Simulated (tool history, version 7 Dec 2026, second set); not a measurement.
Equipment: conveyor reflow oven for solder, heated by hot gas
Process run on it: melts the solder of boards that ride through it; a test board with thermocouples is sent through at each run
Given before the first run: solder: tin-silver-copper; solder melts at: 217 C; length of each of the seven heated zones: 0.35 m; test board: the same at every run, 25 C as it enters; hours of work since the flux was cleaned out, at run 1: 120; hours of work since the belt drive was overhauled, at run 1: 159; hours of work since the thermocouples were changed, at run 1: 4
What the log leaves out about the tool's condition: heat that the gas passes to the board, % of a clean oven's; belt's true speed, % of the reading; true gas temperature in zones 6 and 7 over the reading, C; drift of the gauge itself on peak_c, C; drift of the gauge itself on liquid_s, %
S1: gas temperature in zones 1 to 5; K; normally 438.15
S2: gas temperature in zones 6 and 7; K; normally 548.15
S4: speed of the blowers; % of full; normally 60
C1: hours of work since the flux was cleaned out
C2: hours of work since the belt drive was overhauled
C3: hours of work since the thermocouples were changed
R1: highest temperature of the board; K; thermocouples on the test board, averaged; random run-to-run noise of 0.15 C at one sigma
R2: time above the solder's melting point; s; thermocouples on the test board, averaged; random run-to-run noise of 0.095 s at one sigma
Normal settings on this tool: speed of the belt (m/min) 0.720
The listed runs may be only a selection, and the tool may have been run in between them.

run 1 hour=0.0 | S1=438.15 S2=548.15 speed_of_the_belt_(m/min)=0.720 S4=60 | C1=120 C2=159 C3=4 | R1=529.75 R2=43.77
run 2 hour=4.2 | S1=438.15 S2=548.15 speed_of_the_belt_(m/min)=0.720 S4=60 | C1=123 C2=162 C3=8 | R1=529.75 R2=43.61
run 3 hour=10.6 | S1=438.15 S2=548.15 speed_of_the_belt_(m/min)=0.720 S4=60 | C1=129 C2=167 C3=13 | R1=529.65 R2=43.60
run 4 hour=17.6 | S1=431.15 S2=548.15 speed_of_the_belt_(m/min)=0.720 S4=60 | C1=134 C2=173 C3=18 | R1=528.35 R2=41.60
run 5 hour=25.7 | S1=446.15 S2=548.15 speed_of_the_belt_(m/min)=0.720 S4=60 | C1=141 C2=179 C3=25 | R1=531.15 R2=46.34
run 6 hour=29.6 | S1=446.15 S2=548.15 speed_of_the_belt_(m/min)=0.720 S4=60 | C1=144 C2=182 C3=28 | R1=531.35 R2=46.44
run 7 hour=36.2 | S1=438.15 S2=548.15 speed_of_the_belt_(m/min)=0.788 S4=60 | C1=149 C2=188 C3=33 | R1=526.35 R2=37.71
run 8 hour=42.4 | S1=438.15 S2=548.15 speed_of_the_belt_(m/min)=0.788 S4=60 | C1=154 C2=193 C3=38 | R1=525.95 R2=37.82
run 9 hour=48.1 | S1=425.15 S2=548.15 speed_of_the_belt_(m/min)=0.720 S4=60 | C1=159 C2=197 C3=43 | R1=527.35 R2=39.46
run 10 hour=54.4 | S1=425.15 S2=548.15 speed_of_the_belt_(m/min)=0.720 S4=60 | C1=164 C2=202 C3=48 | R1=527.15 R2=39.50
-- hour=62.2 flux residue cleaned out of gas plates and filters
run 11 hour=68.0 | S1=438.15 S2=548.15 speed_of_the_belt_(m/min)=0.851 S4=60 | C1=5 C2=209 C3=55 | R1=524.35 R2=33.87
run 12 hour=75.2 | S1=438.15 S2=548.15 speed_of_the_belt_(m/min)=0.851 S4=60 | C1=10 C2=215 C3=60 | R1=524.25 R2=33.68
run 13 hour=81.3 | S1=438.15 S2=548.15 speed_of_the_belt_(m/min)=0.851 S4=60 | C1=15 C2=220 C3=65 | R1=524.25 R2=33.69
run 14 hour=89.6 | S1=438.15 S2=548.15 speed_of_the_belt_(m/min)=0.851 S4=60 | C1=22 C2=226 C3=72 | R1=524.45 R2=33.81
run 15 hour=96.4 | S1=438.15 S2=548.15 speed_of_the_belt_(m/min)=0.720 S4=60 | C1=27 C2=232 C3=77 | R1=530.85 R2=44.36
run 16 hour=100.3 | S1=438.15 S2=540.15 speed_of_the_belt_(m/min)=0.720 S4=78 | C1=30 C2=235 C3=80 | R1=528.85 R2=44.48
run 17 hour=105.1 | S1=438.15 S2=540.15 speed_of_the_belt_(m/min)=0.720 S4=78 | C1=34 C2=239 C3=84 | R1=528.65 R2=44.32
run 18 hour=112.1 | S1=438.15 S2=540.15 speed_of_the_belt_(m/min)=0.720 S4=78 | C1=40 C2=244 C3=90 | R1=528.85 R2=44.61
run 19 hour=119.2 | S1=438.15 S2=540.15 speed_of_the_belt_(m/min)=0.720 S4=78 | C1=46 C2=250 C3=96 | R1=528.85 R2=44.42
run 20 hour=124.5 | S1=438.15 S2=546.15 speed_of_the_belt_(m/min)=0.595 S4=60 | C1=50 C2=254 C3=100 | R1=534.55 R2=57.07
run 21 hour=133.2 | S1=430.15 S2=540.15 speed_of_the_belt_(m/min)=0.642 S4=72 | C1=57 C2=261 C3=107 | R1=529.45 R2=48.85
run 22 hour=138.1 | S1=428.15 S2=542.15 speed_of_the_belt_(m/min)=0.720 S4=66 | C1=61 C2=265 C3=111 | R1=525.75 R2=39.79
run 23 hour=142.1 | S1=433.15 S2=540.15 speed_of_the_belt_(m/min)=0.794 S4=55 | C1=64 C2=268 C3=114 | R1=516.75 R2=30.62

Estimate the outcome of run 24 from the log above:
run 24 hour=149.9 | S1=433.15 S2=540.15 speed_of_the_belt_(m/min)=0.794 S4=55 | C1=70 C2=275 C3=120 | R1=? R2=?

{"run 24": {"R1": 516.65, "R2": 30.56}}
If the tool had no hidden condition, the same run with the same run-to-run variation would have returned R1 517.15 K, R2 30.87 s.
